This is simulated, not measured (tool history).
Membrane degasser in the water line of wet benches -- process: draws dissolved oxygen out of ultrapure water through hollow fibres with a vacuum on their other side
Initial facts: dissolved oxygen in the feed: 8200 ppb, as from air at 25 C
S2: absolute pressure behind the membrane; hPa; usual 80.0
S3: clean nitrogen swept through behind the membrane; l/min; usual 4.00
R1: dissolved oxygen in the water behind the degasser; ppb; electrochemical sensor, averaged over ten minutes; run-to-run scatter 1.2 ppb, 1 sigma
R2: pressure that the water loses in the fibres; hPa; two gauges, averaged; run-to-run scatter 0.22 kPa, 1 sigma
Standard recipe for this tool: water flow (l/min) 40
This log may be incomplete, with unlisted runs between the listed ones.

run 1 hour=0.0 | water_flow_(l/min)=40 S2=80.0 S3=4.00 | R1=123.8 R2=554.9
run 2 hour=157.0 | water_flow_(l/min)=40 S2=80.0 S3=4.00 | R1=121.7 R2=556.7
run 3 hour=379.0 | water_flow_(l/min)=40 S2=80.0 S3=4.00 | R1=122.3 R2=554.5
run 4 hour=575.5 | water_flow_(l/min)=40 S2=80.0 S3=4.00 | R1=124.1 R2=557.1
run 5 hour=697.2 | water_flow_(l/min)=40 S2=80.0 S3=4.00 | R1=120.8 R2=559.5
run 6 hour=864.4 | water_flow_(l/min)=40 S2=80.0 S3=4.00 | R1=123.5 R2=560.5
run 7 hour=963.3 | water_flow_(l/min)=40 S2=80.0 S3=4.00 | R1=121.9 R2=562.6
run 8 hour=1083.2 | water_flow_(l/min)=40 S2=155.2 S3=4.00 | R1=298.1 R2=558.6
run 9 hour=1223.7 | water_flow_(l/min)=40 S2=155.2 S3=4.00 | R1=292.9 R2=560.5
run 10 hour=1343.7 | water_flow_(l/min)=62 S2=80.0 S3=4.00 | R1=219.9 R2=869.9
run 11 hour=1556.7 | water_flow_(l/min)=62 S2=80.0 S3=4.00 | R1=222.5 R2=873.9
run 12 hour=1670.8 | water_flow_(l/min)=62 S2=80.0 S3=4.00 | R1=221.0 R2=872.8
run 13 hour=1780.6 | water_flow_(l/min)=62 S2=80.0 S3=4.00 | R1=220.2 R2=873.1
run 14 hour=1985.8 | water_flow_(l/min)=62 S2=71.8 S3=4.00 | R1=192.8 R2=876.8
run 15 hour=2089.5 | water_flow_(l/min)=39 S2=121.1 S3=2.13 | R1=368.3 R2=550.3
run 16 hour=2199.8 | water_flow_(l/min)=39 S2=49.3 S3=5.23 | R1=41.4 R2=549.3
run 17 hour=2318.6 | water_flow_(l/min)=39 S2=49.3 S3=5.23 | R1=42.7 R2=550.2
run 18 hour=2457.8 | water_flow_(l/min)=31 S2=66.8 S3=2.75 | R1=100.0 R2=439.3
run 19 hour=2671.7 | water_flow_(l/min)=34 S2=120.7 S3=3.53 | R1=207.3 R2=481.0
-- hour=2779.9 seals of the vacuum lines changed
run 20 hour=2856.3 | water_flow_(l/min)=38 S2=156.1 S3=3.53 | R1=312.1 R2=537.1
run 21 hour=2989.6 | water_flow_(l/min)=38 S2=156.1 S3=2.81 | R1=381.6 R2=539.5
run 22 hour=3093.4 | water_flow_(l/min)=44 S2=76.7 S3=1.92 | R1=246.7 R2=624.2
run 23 hour=3187.2 | water_flow_(l/min)=44 S2=76.7 S3=1.92 | R1=237.1 R2=623.6
-- hour=3363.7 vacuum gauge calibrated
run 24 hour=3363.7 | water_flow_(l/min)=29 S2=80.0 S3=9.17 | R1=39.9 R2=412.8
run 25 hour=3567.4 | water_flow_(l/min)=40 S2=57.1 S3=4.08 | R1=67.5 R2=572.6
run 26 hour=3681.1 | water_flow_(l/min)=40 S2=57.1 S3=4.08 | R1=68.4 R2=568.6
run 27 hour=3847.7 | water_flow_(l/min)=40 S2=57.1 S3=4.08 | R1=68.8 R2=574.2

Here are 3 independent what-if runs from the current tool condition. What would each one return?
run A hour=4060.7 | water_flow_(l/min)=31 S2=67.0 S3=3.51 | R1=? R2=?
run B hour=4060.7 | water_flow_(l/min)=26 S2=80.0 S3=4.00 | R1=? R2=?
run C hour=4060.7 | water_flow_(l/min)=33 S2=57.1 S3=4.08 | R1=? R2=?

run=A R1=75.2 R2=449.7
run=B R1=76.1 R2=374.9
run=C R1=53.2 R2=473.3
With no hidden state in the tool, these same runs would have given:
run=A R1=73.0 R2=412.6
run=B R1=74.7 R2=343.7
run=C R1=50.5 R2=434.0

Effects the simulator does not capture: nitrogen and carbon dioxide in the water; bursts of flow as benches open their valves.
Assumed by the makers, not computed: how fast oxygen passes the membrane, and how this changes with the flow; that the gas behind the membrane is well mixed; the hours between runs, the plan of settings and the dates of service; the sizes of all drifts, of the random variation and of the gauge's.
